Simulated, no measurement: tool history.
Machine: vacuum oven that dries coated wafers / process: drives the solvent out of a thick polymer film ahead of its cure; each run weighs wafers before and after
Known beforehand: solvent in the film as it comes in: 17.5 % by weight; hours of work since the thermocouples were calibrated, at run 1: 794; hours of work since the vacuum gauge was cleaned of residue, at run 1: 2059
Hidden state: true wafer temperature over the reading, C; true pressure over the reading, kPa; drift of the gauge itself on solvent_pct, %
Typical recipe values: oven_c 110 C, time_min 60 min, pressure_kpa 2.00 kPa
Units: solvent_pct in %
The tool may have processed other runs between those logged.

run    hour  oven_c  time_min  pressure_kpa  hours of work since the thermocouples were calibrated  hours of work since the vacuum gauge was cleaned of residue  solvent_pct
  1     0.0     110        60          2.00                                                    794                                                         2059         2.90
  2    96.4     110        60          2.00                                                    838                                                         2103         2.86
  3   191.3     110        81          2.00                                                    881                                                         2146         1.93
  4   266.8     110        81          2.00                                                    916                                                         2181         1.88
  5   364.3     110        81          2.00                                                    960                                                         2225         1.99
  6   465.9     110        60          2.00                                                   1007                                                         2271         2.94
  7   519.6     110        66          2.00                                                   1031                                                         2296         2.56
      539.0  -- oven's thermocouples calibrated
  8   645.2     110        66          2.00                                                     48                                                         2352         2.17
  9   741.3      96        46          1.28                                                     92                                                         2396         6.92
 10   819.3     116        60          2.00                                                    128                                                         2432         1.59
 11   939.0     116        60          2.00                                                    182                                                         2486         1.64
 12   992.2     116        60          2.00                                                    207                                                         2511         1.68
 13  1107.5     116        60          2.00                                                    259                                                         2563         1.61
 14  1218.3     116        60          2.00                                                    310                                                         2614         1.79
 15  1342.4     110        60          2.89                                                    367                                                         2670         2.84

Predict each of these 4 candidate next runs independently; none follows another, all start after run 15:
  A  1412.2     110        60          1.42                                                    398                                                         2702            ?
  B  1412.2     110        44          2.89                                                    398                                                         2702            ?
  C  1412.2     120        38          1.92                                                    398                                                         2702            ?
  D  1412.2     110        66          3.95                                                    398                                                         2702            ?

run  solvent_pct
  A         2.47
  B         4.10
  C         2.42
  D         2.95
With the hidden condition removed and each run's random variation left untouched, the same runs would have given:
run  solvent_pct
  A         2.05
  B         3.69
  C         2.11
  D         2.54
